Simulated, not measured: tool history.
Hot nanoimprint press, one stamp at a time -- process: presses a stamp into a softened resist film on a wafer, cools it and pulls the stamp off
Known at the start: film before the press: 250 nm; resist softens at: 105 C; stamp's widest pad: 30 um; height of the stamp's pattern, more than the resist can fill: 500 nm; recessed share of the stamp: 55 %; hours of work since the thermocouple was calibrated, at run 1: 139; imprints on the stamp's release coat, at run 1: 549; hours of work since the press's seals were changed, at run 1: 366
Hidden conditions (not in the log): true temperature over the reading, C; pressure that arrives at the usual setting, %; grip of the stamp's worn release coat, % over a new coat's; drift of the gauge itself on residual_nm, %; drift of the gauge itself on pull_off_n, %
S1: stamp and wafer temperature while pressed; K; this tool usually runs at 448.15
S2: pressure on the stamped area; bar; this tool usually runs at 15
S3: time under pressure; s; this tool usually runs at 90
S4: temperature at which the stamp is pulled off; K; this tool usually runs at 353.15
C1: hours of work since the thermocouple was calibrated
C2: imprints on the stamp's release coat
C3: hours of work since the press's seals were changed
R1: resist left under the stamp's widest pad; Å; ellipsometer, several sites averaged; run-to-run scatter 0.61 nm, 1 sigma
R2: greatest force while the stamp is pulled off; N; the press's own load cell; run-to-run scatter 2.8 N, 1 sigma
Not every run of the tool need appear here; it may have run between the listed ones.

run   hour      S1    S2  S3      S4   C1    C2   C3    R1   R2
  1      0  448.15    15  90  353.15  139   549  366  1302  134
  2   32.2  448.15    15  90  353.15  160   693  387  1312  135
  3   83.7  444.15    15  90  353.15  194   923  421  1476  134
  4  159.1  444.15    15  90  353.15  243  1258  470  1493  132
  5  225.3  448.15    15  90  353.15  287  1554  513  1316  135
     241.2  -- stamp cleaned and given a new release coat
  6  292.9  448.15  18.9  90  353.15  327   230  554  1179  135
  7    333  448.15  17.5  90  353.15  353   409  580  1217  133

The next listed run, before its measurement:
  8  404.2  448.15  17.5  90  353.15  400  726  627   ?   ?

R1: 1211 Å
R2: 138 N
Without the tool's hidden state the same run would have given R1 1199 Å, R2 137 N.
